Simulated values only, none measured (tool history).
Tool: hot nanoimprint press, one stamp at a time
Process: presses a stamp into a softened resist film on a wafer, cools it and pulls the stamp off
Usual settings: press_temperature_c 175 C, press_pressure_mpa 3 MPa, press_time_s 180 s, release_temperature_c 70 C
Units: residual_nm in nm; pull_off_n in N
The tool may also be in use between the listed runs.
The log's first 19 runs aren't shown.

run,hour,press_temperature_c,press_pressure_mpa,press_time_s,release_temperature_c,hours of work since the thermocouple was calibrated,imprints on the stamp's release coat,hours of work since the press's seals were changed,residual_nm,pull_off_n
20,373.4,175,3,237,70,418,1247,243,184,174
21,391.1,178,3,237,76,426,1278,251,170.8,161
22,404.2,178,1.9,237,76,432,1301,257,210.8,162
23,427.4,183,2.46,112,74,442,1341,267,212.1,171
24,446.9,183,2.46,112,74,451,1375,276,210.3,160
25,472.2,183,2.46,112,74,462,1419,287,212.2,166
26,484.2,176,3,180,56,468,1440,293,194.8,225
# hour 493.3: stamp cleaned and given a new release coat
27,511.2,176,3,180,56,477,31,302,195,156
28,524.2,173,3,192,70,483,53,308,205.5,134
29,542.5,173,3,192,70,491,85,316,204.5,126
30,566,173,3,192,70,502,126,327,204.3,131

Forecast each of these 4 alternatives for the next run:
A,588.8,176,3,180,70,512,166,337,?,?
B,588.8,179,3,180,76,512,166,337,?,?
C,588.8,185,3,180,67,512,166,337,?,?
D,588.8,175,3,123,74,512,166,337,?,?

run,residual_nm,pull_off_n
A,196,131
B,182.4,120
C,157.7,142
D,221.9,122
Without the tool's hidden state the same runs would have given:
run,residual_nm,pull_off_n
A,203,129
B,189,118
C,163.4,139
D,228.9,120
